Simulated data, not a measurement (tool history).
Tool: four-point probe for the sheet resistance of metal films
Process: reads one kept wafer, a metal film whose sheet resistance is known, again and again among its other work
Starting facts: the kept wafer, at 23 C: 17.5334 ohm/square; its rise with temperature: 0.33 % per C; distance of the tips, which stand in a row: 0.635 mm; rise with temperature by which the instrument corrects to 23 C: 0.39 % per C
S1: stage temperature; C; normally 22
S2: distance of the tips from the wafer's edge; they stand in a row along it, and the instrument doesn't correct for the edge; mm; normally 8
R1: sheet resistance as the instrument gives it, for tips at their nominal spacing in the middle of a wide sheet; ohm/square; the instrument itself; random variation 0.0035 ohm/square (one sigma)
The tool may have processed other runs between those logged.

run	hour	S1	S2	R1
1	0	22	8	17.596934
2	86.3	22	8	17.598222
3	182.7	22	8	17.61426
4	242.3	22	8	17.610584
5	311.6	22	8	17.612795
6	378.9	22	8	17.614497
7	458.5	22	8	17.610607
8	547.2	22	8	17.62499
9	637.7	22	8	17.624384
10	693	22	8	17.627295
11	783.4	22	8	17.638228
12	846.2	22	8	17.638954
13	921.3	21	8	17.64713
14	1013.6	22	8	17.643397
15	1102.3	19	8	17.68455
# hour 1111.9: stage's thermometer calibrated
16	1151.3	19	8	17.690774

Estimate the outcome of run 17 from the log above:
17	1203.9	34	8	?

Run 17 came out at R1 17.52444 ohm/square.
With no hidden state in the tool, this same run would have given R1 17.473713 ohm/square.

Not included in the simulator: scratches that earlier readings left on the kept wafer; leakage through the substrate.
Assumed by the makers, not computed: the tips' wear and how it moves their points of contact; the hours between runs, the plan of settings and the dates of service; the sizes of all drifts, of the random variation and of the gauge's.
